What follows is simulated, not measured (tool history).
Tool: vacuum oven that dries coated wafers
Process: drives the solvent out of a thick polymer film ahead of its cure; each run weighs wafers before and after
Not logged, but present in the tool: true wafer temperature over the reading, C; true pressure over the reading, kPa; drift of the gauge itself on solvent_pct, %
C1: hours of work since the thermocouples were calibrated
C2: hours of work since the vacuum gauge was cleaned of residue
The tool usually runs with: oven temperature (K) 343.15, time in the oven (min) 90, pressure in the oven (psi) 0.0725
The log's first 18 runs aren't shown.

run 19 hour=254.1 | oven_temperature_(K)=343.15 time_in_the_oven_(min)=116 pressure_in_the_oven_(psi)=0.0725 | C1=905 C2=699 | solvent_left_in_the_film_(%)=0.93
run 20 hour=273.5 | oven_temperature_(K)=343.15 time_in_the_oven_(min)=116 pressure_in_the_oven_(psi)=0.0725 | C1=919 C2=714 | solvent_left_in_the_film_(%)=1.03
run 21 hour=284.0 | oven_temperature_(K)=343.15 time_in_the_oven_(min)=116 pressure_in_the_oven_(psi)=0.0725 | C1=927 C2=722 | solvent_left_in_the_film_(%)=0.96
run 22 hour=294.1 | oven_temperature_(K)=343.15 time_in_the_oven_(min)=116 pressure_in_the_oven_(psi)=0.0725 | C1=935 C2=730 | solvent_left_in_the_film_(%)=0.80
run 23 hour=304.5 | oven_temperature_(K)=343.15 time_in_the_oven_(min)=116 pressure_in_the_oven_(psi)=0.0725 | C1=943 C2=738 | solvent_left_in_the_film_(%)=0.83
run 24 hour=320.6 | oven_temperature_(K)=336.15 time_in_the_oven_(min)=114 pressure_in_the_oven_(psi)=0.0869 | C1=955 C2=750 | solvent_left_in_the_film_(%)=2.91
run 25 hour=332.5 | oven_temperature_(K)=347.15 time_in_the_oven_(min)=91 pressure_in_the_oven_(psi)=0.1012 | C1=964 C2=759 | solvent_left_in_the_film_(%)=0.85
run 26 hour=350.1 | oven_temperature_(K)=347.15 time_in_the_oven_(min)=91 pressure_in_the_oven_(psi)=0.1012 | C1=978 C2=773 | solvent_left_in_the_film_(%)=0.85
run 27 hour=367.9 | oven_temperature_(K)=343.15 time_in_the_oven_(min)=124 pressure_in_the_oven_(psi)=0.1012 | C1=991 C2=786 | solvent_left_in_the_film_(%)=0.94
-- hour=379.1 oven's thermocouples calibrated
run 28 hour=389.5 | oven_temperature_(K)=343.15 time_in_the_oven_(min)=124 pressure_in_the_oven_(psi)=0.1012 | C1=8 C2=801 | solvent_left_in_the_film_(%)=0.89
run 29 hour=404.4 | oven_temperature_(K)=343.15 time_in_the_oven_(min)=124 pressure_in_the_oven_(psi)=0.1012 | C1=19 C2=812 | solvent_left_in_the_film_(%)=0.88
run 30 hour=416.9 | oven_temperature_(K)=331.15 time_in_the_oven_(min)=46 pressure_in_the_oven_(psi)=0.0689 | C1=29 C2=822 | solvent_left_in_the_film_(%)=9.94
run 31 hour=430.2 | oven_temperature_(K)=331.15 time_in_the_oven_(min)=46 pressure_in_the_oven_(psi)=0.0689 | C1=39 C2=832 | solvent_left_in_the_film_(%)=9.92
run 32 hour=446.7 | oven_temperature_(K)=331.15 time_in_the_oven_(min)=46 pressure_in_the_oven_(psi)=0.0689 | C1=51 C2=845 | solvent_left_in_the_film_(%)=9.86
run 33 hour=463.9 | oven_temperature_(K)=349.15 time_in_the_oven_(min)=114 pressure_in_the_oven_(psi)=0.1530 | C1=65 C2=858 | solvent_left_in_the_film_(%)=0.64
run 34 hour=477.4 | oven_temperature_(K)=357.15 time_in_the_oven_(min)=65 pressure_in_the_oven_(psi)=0.1487 | C1=75 C2=868 | solvent_left_in_the_film_(%)=0.42

Run 35 has not been measured yet. What should we expect?
run 35 hour=485.8 | oven_temperature_(K)=357.15 time_in_the_oven_(min)=65 pressure_in_the_oven_(psi)=0.0380 | C1=81 C2=874 | solvent_left_in_the_film_(%)=?

Logged for run 35: solvent left in the film (%) 0.12.
Were there no unlogged condition in the tool, this run, its random variation unchanged, would have produced solvent left in the film (%) 0.11.
